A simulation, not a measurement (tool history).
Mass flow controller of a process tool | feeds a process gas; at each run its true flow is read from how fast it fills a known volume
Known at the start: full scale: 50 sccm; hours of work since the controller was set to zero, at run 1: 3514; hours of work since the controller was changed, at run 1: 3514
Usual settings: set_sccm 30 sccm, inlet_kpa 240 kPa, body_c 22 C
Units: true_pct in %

run	day	set_sccm	inlet_kpa	body_c	hours of work since the controller was set to zero	hours of work since the controller was changed	true_pct
1	0	30	240	22	3514	3514	99.41
2	8.312	30	145	22	3633	3633	99.07
3	14.008	30	145	22	3715	3715	99
4	20.296	30	240	27	3805	3805	99.8
5	26.9	30	240	27	3899	3899	99.92
6	33.229	30	240	22	3990	3990	99.53
7	41.379	6	240	32	4107	4107	97.42
8	48.65	6	240	37	4211	4211	97.92
9	53.396	6	240	37	4278	4278	97.89
10	63.712	32	240	35	4426	4426	100.96
11	73	5	186	37	4559	4559	96.99

Hidden state or all else? Some run-to-run changes of true_pct, split into what the settings, what came in and random variation would give without the hidden state, and what is left for the hidden state (with any gauge scatter that isn't in both results):
The hidden state here: flow at rest that the sensor doesn't see, % of full scale; true flow over the shown one, %; drift of the gauge itself on true_pct, %.
Run 10 -> 11: set_sccm 32 -> 5, inlet_kpa 240 -> 186, body_c 35 -> 37. true_pct -3.97 %: hidden state -2.97, all else -1.

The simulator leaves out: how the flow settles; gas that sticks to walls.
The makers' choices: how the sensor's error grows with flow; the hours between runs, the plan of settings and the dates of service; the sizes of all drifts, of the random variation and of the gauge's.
